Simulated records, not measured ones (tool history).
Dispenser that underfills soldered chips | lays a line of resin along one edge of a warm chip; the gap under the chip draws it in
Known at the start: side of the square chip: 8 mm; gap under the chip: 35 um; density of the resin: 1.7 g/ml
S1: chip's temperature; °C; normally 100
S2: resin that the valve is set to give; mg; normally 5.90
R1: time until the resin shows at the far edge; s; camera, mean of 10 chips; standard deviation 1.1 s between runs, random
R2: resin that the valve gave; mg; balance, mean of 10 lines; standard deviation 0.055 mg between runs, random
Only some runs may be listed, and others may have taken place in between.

Run 1, hour 0.0: usual settings. Result: R1 102.8 s, R2 5.57 mg.
Run 2, hour 5.7: usual settings. Result: R1 144.1 s, R2 5.45 mg.
At hour 8.2: new syringe of resin.
Run 3, hour 12.7: usual settings. Result: R1 133.9 s, R2 5.49 mg.
At hour 17.2: new syringe of resin.
Run 4, hour 18.8: usual settings but S1 102 °C. Result: R1 103.7 s, R2 5.44 mg.
At hour 25.6: new syringe of resin.
Run 5, hour 28.9: usual settings but S1 102 °C. Result: R1 114.0 s, R2 5.46 mg.
At hour 34.4: new syringe of resin.
Run 6, hour 35.7: usual settings. Result: R1 109.2 s, R2 5.38 mg.
At hour 43.2: new syringe of resin.
Run 7, hour 43.7: usual settings but S2 5.61 mg. Result: R1 107.0 s, R2 5.08 mg.
At hour 52.1: new syringe of resin.
Run 8, hour 56.4: usual settings but S1 89 °C, S2 5.61 mg. Result: R1 186.9 s, R2 5.05 mg.
At hour 61.0: new syringe of resin.
Run 9, hour 67.0: usual settings. Result: R1 144.7 s, R2 5.41 mg.
At hour 69.7: new syringe of resin.
At hour 70.7: dispensing valve cleaned and set on the balance.
Run 10, hour 76.3: usual settings but S2 6.78 mg. Result: R1 134.1 s, R2 6.69 mg.
At hour 79.3: new syringe of resin.
Run 11, hour 83.4: usual settings but S1 114 °C. Result: R1 84.4 s, R2 5.88 mg.
At hour 88.4: new syringe of resin.
Run 12, hour 93.0: usual settings but S1 114 °C, S2 5.10 mg. Result: R1 90.6 s, R2 5.02 mg.
At hour 97.2: new syringe of resin.
At hour 105.3: new syringe of resin.
Run 13, hour 106.0: usual settings but S1 114 °C, S2 5.10 mg. Result: R1 71.3 s, R2 4.95 mg.
At hour 113.9: new syringe of resin.
Run 14, hour 114.2: usual settings but S1 106 °C, S2 5.64 mg. Result: R1 87.5 s, R2 5.59 mg.
Run 15, hour 120.7: usual settings but S1 102 °C, S2 5.87 mg. Result: R1 141.0 s, R2 5.73 mg.
At hour 122.0: new syringe of resin.
Run 16, hour 128.2: usual settings but S1 96 °C, S2 5.42 mg. Result: R1 163.1 s, R2 5.22 mg.
At hour 130.6: new syringe of resin.
Run 17, hour 135.1: usual settings but S1 86 °C, S2 7.45 mg. Result: R1 195.0 s, R2 7.19 mg.
At hour 138.9: new syringe of resin.
Run 18, hour 146.3: usual settings but S2 6.19 mg. Result: R1 149.1 s, R2 6.00 mg.
At hour 147.7: new syringe of resin.
Run 19, hour 151.9: usual settings but S2 6.19 mg. Result: R1 124.6 s, R2 5.99 mg.
At hour 156.3: new syringe of resin.
Run 20, hour 161.4: usual settings but S2 6.19 mg. Result: R1 132.5 s, R2 5.99 mg.
At hour 164.8: new syringe of resin.
Run 21, hour 166.7: usual settings but S2 6.19 mg. Result: R1 108.6 s, R2 5.88 mg.
At hour 173.3: new syringe of resin.
Run 22, hour 173.8: usual settings but S2 6.01 mg. Result: R1 102.1 s, R2 5.83 mg.
At hour 181.6: new syringe of resin.
Run 23, hour 183.5: usual settings but S2 6.01 mg. Result: R1 110.3 s, R2 5.67 mg.
At hour 190.1: new syringe of resin.
Run 24, hour 190.2: usual settings but S2 6.01 mg. Result: R1 99.7 s, R2 5.65 mg.
At hour 198.3: new syringe of resin.
Run 25, hour 200.1: usual settings but S1 92 °C, S2 5.55 mg. Result: R1 143.8 s, R2 5.15 mg.

Below are 4 alternative next runs, each starting from the tool's condition after run 25. Predict each:
At hour 207.1: new syringe of resin.
Run A, hour 207.4: usual settings but S1 92 °C, S2 5.39 mg. Result: R1 ?, R2 ?.
At hour 207.1: new syringe of resin.
Run B, hour 207.4: usual settings but S1 89 °C, S2 6.80 mg. Result: R1 ?, R2 ?.
At hour 207.1: new syringe of resin.
Run C, hour 207.4: usual settings but S2 5.73 mg. Result: R1 ?, R2 ?.
At hour 207.1: new syringe of resin.
Run D, hour 207.4: usual settings but S2 7.23 mg. Result: R1 ?, R2 ?.

run     R1    R2
  A  129.6  4.92
  B  137.0  6.34
  C   99.3  5.31
  D   97.5  6.58
The same runs, with their run-to-run variation unchanged, on a tool lacking any hidden condition would have given:
run     R1    R2
  A  131.8  5.29
  B  141.1  6.82
  C  101.3  5.71
  D  100.4  7.09
